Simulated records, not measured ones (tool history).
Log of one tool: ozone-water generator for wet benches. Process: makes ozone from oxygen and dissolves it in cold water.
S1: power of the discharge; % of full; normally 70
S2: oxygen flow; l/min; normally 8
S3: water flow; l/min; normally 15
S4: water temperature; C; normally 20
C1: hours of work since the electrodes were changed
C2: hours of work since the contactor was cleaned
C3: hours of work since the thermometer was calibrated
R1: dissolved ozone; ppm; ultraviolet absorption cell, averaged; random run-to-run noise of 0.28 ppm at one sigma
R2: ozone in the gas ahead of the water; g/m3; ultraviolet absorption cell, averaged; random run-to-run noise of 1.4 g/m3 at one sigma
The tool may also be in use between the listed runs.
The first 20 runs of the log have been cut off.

run,hour,S1,S2,S3,S4,C1,C2,C3,R1,R2
21,1227.6,67,13.74,10,14,1560,1103,1407,53.3,201.2
22,1262.7,98,6.45,21,27,1584,1127,1431,37.5,357.6
23,1342,78,8,21,24,1639,1181,1485,33.7,279.9
24,1382.5,70,7.33,15,12,1666,1209,1513,48.7,264.5
25,1429.5,70,7.33,15,12,1699,1241,1545,48.4,263.2
26,1496.2,70,7.33,15,12,1744,1286,1590,48.4,261.7
27,1567.1,60,5.69,11,18,1793,1335,1639,46,260.3
28,1635.6,70,9.15,9,13,1840,1382,1686,60.1,239.8
29,1705.5,70,7.49,9,13,1887,1430,1733,62.3,258.8
30,1759.7,70,7.49,9,13,1924,1467,1771,62.1,256.7
31,1810.8,78,9.86,22,28,1959,1502,1806,29.4,249.4

Forecast run 32:
32,1877.7,78,9.86,22,28,2005,1547,1851,?,?

Run 32 measured R1 29.9 ppm, R2 252.4 g/m3.
On a tool with no hidden condition, and with the same random variation, this run would have come out at R1 32.8 ppm, R2 270.3 g/m3.
